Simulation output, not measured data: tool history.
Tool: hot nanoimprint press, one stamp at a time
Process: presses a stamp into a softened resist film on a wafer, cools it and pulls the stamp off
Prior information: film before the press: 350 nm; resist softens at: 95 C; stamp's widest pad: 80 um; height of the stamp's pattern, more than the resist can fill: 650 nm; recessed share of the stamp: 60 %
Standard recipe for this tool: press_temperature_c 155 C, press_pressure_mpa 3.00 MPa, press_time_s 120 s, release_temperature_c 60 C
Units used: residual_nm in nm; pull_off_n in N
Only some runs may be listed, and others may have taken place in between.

run 1 hour=0.0 | press_temperature_c=155 press_pressure_mpa=3.00 press_time_s=120 release_temperature_c=60 | residual_nm=139.1 pull_off_n=178.9
run 2 hour=7.5 | press_temperature_c=155 press_pressure_mpa=3.00 press_time_s=120 release_temperature_c=60 | residual_nm=139.7 pull_off_n=179.4
run 3 hour=19.4 | press_temperature_c=155 press_pressure_mpa=2.70 press_time_s=120 release_temperature_c=60 | residual_nm=145.1 pull_off_n=179.1
run 4 hour=27.9 | press_temperature_c=161 press_pressure_mpa=3.00 press_time_s=120 release_temperature_c=60 | residual_nm=95.7 pull_off_n=179.9
run 5 hour=41.4 | press_temperature_c=161 press_pressure_mpa=3.00 press_time_s=197 release_temperature_c=60 | residual_nm=74.2 pull_off_n=179.2
run 6 hour=55.3 | press_temperature_c=161 press_pressure_mpa=3.00 press_time_s=197 release_temperature_c=60 | residual_nm=74.2 pull_off_n=180.4
run 7 hour=68.2 | press_temperature_c=155 press_pressure_mpa=3.00 press_time_s=120 release_temperature_c=60 | residual_nm=138.7 pull_off_n=181.6
run 8 hour=75.2 | press_temperature_c=155 press_pressure_mpa=3.00 press_time_s=120 release_temperature_c=59 | residual_nm=137.7 pull_off_n=185.3
run 9 hour=82.4 | press_temperature_c=159 press_pressure_mpa=3.00 press_time_s=120 release_temperature_c=60 | residual_nm=107.3 pull_off_n=181.6
run 10 hour=94.5 | press_temperature_c=159 press_pressure_mpa=3.00 press_time_s=120 release_temperature_c=60 | residual_nm=106.1 pull_off_n=182.6
run 11 hour=104.0 | press_temperature_c=159 press_pressure_mpa=3.00 press_time_s=120 release_temperature_c=60 | residual_nm=106.7 pull_off_n=182.4
run 12 hour=112.6 | press_temperature_c=159 press_pressure_mpa=4.25 press_time_s=120 release_temperature_c=60 | residual_nm=91.7 pull_off_n=181.9
run 13 hour=121.6 | press_temperature_c=155 press_pressure_mpa=3.00 press_time_s=120 release_temperature_c=60 | residual_nm=135.9 pull_off_n=181.8
run 14 hour=129.4 | press_temperature_c=155 press_pressure_mpa=3.00 press_time_s=120 release_temperature_c=60 | residual_nm=137.6 pull_off_n=180.7
run 15 hour=137.9 | press_temperature_c=155 press_pressure_mpa=3.00 press_time_s=120 release_temperature_c=60 | residual_nm=136.8 pull_off_n=182.6
run 16 hour=151.7 | press_temperature_c=155 press_pressure_mpa=3.00 press_time_s=120 release_temperature_c=60 | residual_nm=135.4 pull_off_n=180.5
run 17 hour=162.2 | press_temperature_c=155 press_pressure_mpa=3.00 press_time_s=120 release_temperature_c=60 | residual_nm=136.0 pull_off_n=182.2
run 18 hour=172.8 | press_temperature_c=164 press_pressure_mpa=4.60 press_time_s=130 release_temperature_c=60 | residual_nm=59.1 pull_off_n=183.2
run 19 hour=186.9 | press_temperature_c=148 press_pressure_mpa=3.00 press_time_s=114 release_temperature_c=52 | residual_nm=211.9 pull_off_n=208.5
run 20 hour=194.7 | press_temperature_c=148 press_pressure_mpa=3.00 press_time_s=114 release_temperature_c=52 | residual_nm=210.8 pull_off_n=210.9
run 21 hour=204.3 | press_temperature_c=159 press_pressure_mpa=3.00 press_time_s=84 release_temperature_c=68 | residual_nm=121.6 pull_off_n=155.3
run 22 hour=214.0 | press_temperature_c=153 press_pressure_mpa=3.00 press_time_s=120 release_temperature_c=60 | residual_nm=152.4 pull_off_n=182.9
run 23 hour=224.0 | press_temperature_c=153 press_pressure_mpa=3.00 press_time_s=94 release_temperature_c=57 | residual_nm=167.6 pull_off_n=192.9
run 24 hour=232.0 | press_temperature_c=156 press_pressure_mpa=3.00 press_time_s=72 release_temperature_c=62 | residual_nm=156.0 pull_off_n=177.2
run 25 hour=243.7 | press_temperature_c=155 press_pressure_mpa=2.17 press_time_s=120 release_temperature_c=60 | residual_nm=153.9 pull_off_n=184.1
run 26 hour=252.4 | press_temperature_c=155 press_pressure_mpa=2.17 press_time_s=120 release_temperature_c=60 | residual_nm=153.7 pull_off_n=186.1
run 27 hour=261.0 | press_temperature_c=153 press_pressure_mpa=3.00 press_time_s=120 release_temperature_c=60 | residual_nm=152.7 pull_off_n=184.7
run 28 hour=270.3 | press_temperature_c=155 press_pressure_mpa=2.60 press_time_s=75 release_temperature_c=65 | residual_nm=172.6 pull_off_n=170.4
run 29 hour=278.7 | press_temperature_c=155 press_pressure_mpa=2.60 press_time_s=64 release_temperature_c=62 | residual_nm=179.5 pull_off_n=177.3

Branching from run 29: 3 alternative next runs. What would each branch give?
run A hour=292.8 | press_temperature_c=155 press_pressure_mpa=2.60 press_time_s=208 release_temperature_c=60 | residual_nm=? pull_off_n=?
run B hour=292.8 | press_temperature_c=155 press_pressure_mpa=4.63 press_time_s=64 release_temperature_c=62 | residual_nm=? pull_off_n=?
run C hour=292.8 | press_temperature_c=163 press_pressure_mpa=2.85 press_time_s=207 release_temperature_c=62 | residual_nm=? pull_off_n=?

run=A residual_nm=111.6 pull_off_n=184.9
run=B residual_nm=145.1 pull_off_n=178.5
run=C residual_nm=64.3 pull_off_n=178.6
Stripped of hidden state, with their random variation kept, the same runs would have yielded:
run=A residual_nm=116.9 pull_off_n=171.2
run=B residual_nm=150.6 pull_off_n=165.3
run=C residual_nm=67.1 pull_off_n=165.4
